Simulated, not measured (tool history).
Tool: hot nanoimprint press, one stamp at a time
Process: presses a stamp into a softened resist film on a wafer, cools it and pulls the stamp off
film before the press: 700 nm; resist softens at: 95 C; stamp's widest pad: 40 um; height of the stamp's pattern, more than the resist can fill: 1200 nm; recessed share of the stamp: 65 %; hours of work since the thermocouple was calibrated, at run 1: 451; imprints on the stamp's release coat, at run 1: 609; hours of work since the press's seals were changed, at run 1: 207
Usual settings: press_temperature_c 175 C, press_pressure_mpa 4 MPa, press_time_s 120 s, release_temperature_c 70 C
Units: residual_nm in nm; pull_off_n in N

run,day,press_temperature_c,press_pressure_mpa,press_time_s,release_temperature_c,hours of work since the thermocouple was calibrated,imprints on the stamp's release coat,hours of work since the press's seals were changed,residual_nm,pull_off_n
1,0,175,4,120,70,451,609,207,349.4,255
2,0.483,175,4,120,70,456,627,212,348.9,248
3,0.792,175,4,120,70,459,638,215,346.3,258
4,1.317,175,2.48,120,70,464,658,220,430.5,246
5,1.979,175,3.79,120,70,471,682,227,355.1,255
6,2.612,175,3.79,120,70,477,705,233,357,257
# day 2.767: plate thermocouple calibrated
7,3.229,175,3.79,120,70,5,724,238,358,261
8,3.908,175,4.5,88,70,12,749,245,370.7,253
# day 4.338: stamp cleaned and given a new release coat
9,4.575,175,5.59,120,69,16,8,250,298.5,206
10,4.896,173,4,120,70,19,20,253,372.1,199
11,5.221,163,2.63,120,70,23,32,256,529.4,198
12,5.538,177,4,120,70,26,44,259,331.4,205
13,5.996,180,5.63,193,68,30,61,264,219.3,207

Hidden state or all else? Some run-to-run changes of residual_nm, split into what the settings, what came in and random variation would give without the hidden state, and what is left for the hidden state (with any gauge scatter that isn't in both results):
The hidden state here: true temperature over the reading, C; pressure that arrives at the usual setting, %; grip of the stamp's worn release coat, % over a new coat's; drift of the gauge itself on residual_nm, %; drift of the gauge itself on pull_off_n, %.
Run 11 -> 12: press_temperature_c 163 -> 177, press_pressure_mpa 2.63 -> 4. residual_nm -198 nm: hidden state -1.4, all else -196.6.
Run 12 -> 13: press_temperature_c 177 -> 180, press_pressure_mpa 4 -> 5.63, press_time_s 120 -> 193, release_temperature_c 70 -> 68. residual_nm -112.1 nm: hidden state -3.2, all else -108.9.
